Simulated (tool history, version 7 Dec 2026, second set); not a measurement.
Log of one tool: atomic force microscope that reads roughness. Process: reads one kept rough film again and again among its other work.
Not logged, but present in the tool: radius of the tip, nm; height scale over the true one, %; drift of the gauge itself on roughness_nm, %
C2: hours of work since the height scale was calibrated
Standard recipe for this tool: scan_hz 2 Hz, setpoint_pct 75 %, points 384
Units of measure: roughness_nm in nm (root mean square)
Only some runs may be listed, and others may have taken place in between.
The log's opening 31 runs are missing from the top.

-- day=75.196 new tip fitted
run 32 day=76.438 | scan_hz=3.42 setpoint_pct=75 points=848 | pictures_with_this_tip=43 C2=245 | roughness_nm=1.835
-- day=77.412 new tip fitted
run 33 day=78.762 | scan_hz=3.06 setpoint_pct=62 points=506 | pictures_with_this_tip=46 C2=271 | roughness_nm=2.126
-- day=79.738 new tip fitted
-- day=82.025 new tip fitted
run 34 day=82.15 | scan_hz=1.28 setpoint_pct=58 points=384 | pictures_with_this_tip=5 C2=310 | roughness_nm=2.287
run 35 day=83.567 | scan_hz=1.28 setpoint_pct=58 points=384 | pictures_with_this_tip=54 C2=326 | roughness_nm=2.261
-- day=84.442 new tip fitted
run 36 day=85.233 | scan_hz=0.83 setpoint_pct=75 points=1017 | pictures_with_this_tip=27 C2=345 | roughness_nm=2.233
-- day=86.771 new tip fitted
run 37 day=87.95 | scan_hz=2.48 setpoint_pct=65 points=1021 | pictures_with_this_tip=41 C2=376 | roughness_nm=2.112
-- day=89.196 new tip fitted
run 38 day=89.4 | scan_hz=2 setpoint_pct=74 points=846 | pictures_with_this_tip=7 C2=393 | roughness_nm=2.049
run 39 day=91.05 | scan_hz=2 setpoint_pct=66 points=333 | pictures_with_this_tip=64 C2=412 | roughness_nm=2.128
-- day=91.667 new tip fitted
run 40 day=92.442 | scan_hz=2 setpoint_pct=66 points=333 | pictures_with_this_tip=27 C2=428 | roughness_nm=2.149
-- day=93.933 new tip fitted
run 41 day=94.508 | scan_hz=2 setpoint_pct=66 points=333 | pictures_with_this_tip=20 C2=451 | roughness_nm=2.156
-- day=96.242 new tip fitted
run 42 day=97.775 | scan_hz=2 setpoint_pct=86 points=909 | pictures_with_this_tip=53 C2=489 | roughness_nm=1.821

Below are 5 alternative next runs, each starting from the tool's condition after run 42. Predict each:
-- day=98.612 new tip fitted
run A day=100.267 | scan_hz=2 setpoint_pct=86 points=991 | pictures_with_this_tip=57 C2=517 | roughness_nm=?
-- day=98.612 new tip fitted
run B day=100.267 | scan_hz=0.99 setpoint_pct=86 points=909 | pictures_with_this_tip=57 C2=517 | roughness_nm=?
-- day=98.612 new tip fitted
run C day=100.267 | scan_hz=2 setpoint_pct=63 points=384 | pictures_with_this_tip=57 C2=517 | roughness_nm=?
-- day=98.612 new tip fitted
run D day=100.267 | scan_hz=1.64 setpoint_pct=75 points=515 | pictures_with_this_tip=57 C2=517 | roughness_nm=?
-- day=98.612 new tip fitted
run E day=100.267 | scan_hz=0.96 setpoint_pct=67 points=451 | pictures_with_this_tip=57 C2=517 | roughness_nm=?

run=A roughness_nm=1.839
run=B roughness_nm=2.074
run=C roughness_nm=2.163
run=D roughness_nm=2.079
run=E roughness_nm=2.258
Had the tool no hidden state, the same runs would have come out as:
run=A roughness_nm=1.872
run=B roughness_nm=2.111
run=C roughness_nm=2.202
run=D roughness_nm=2.116
run=E roughness_nm=2.299
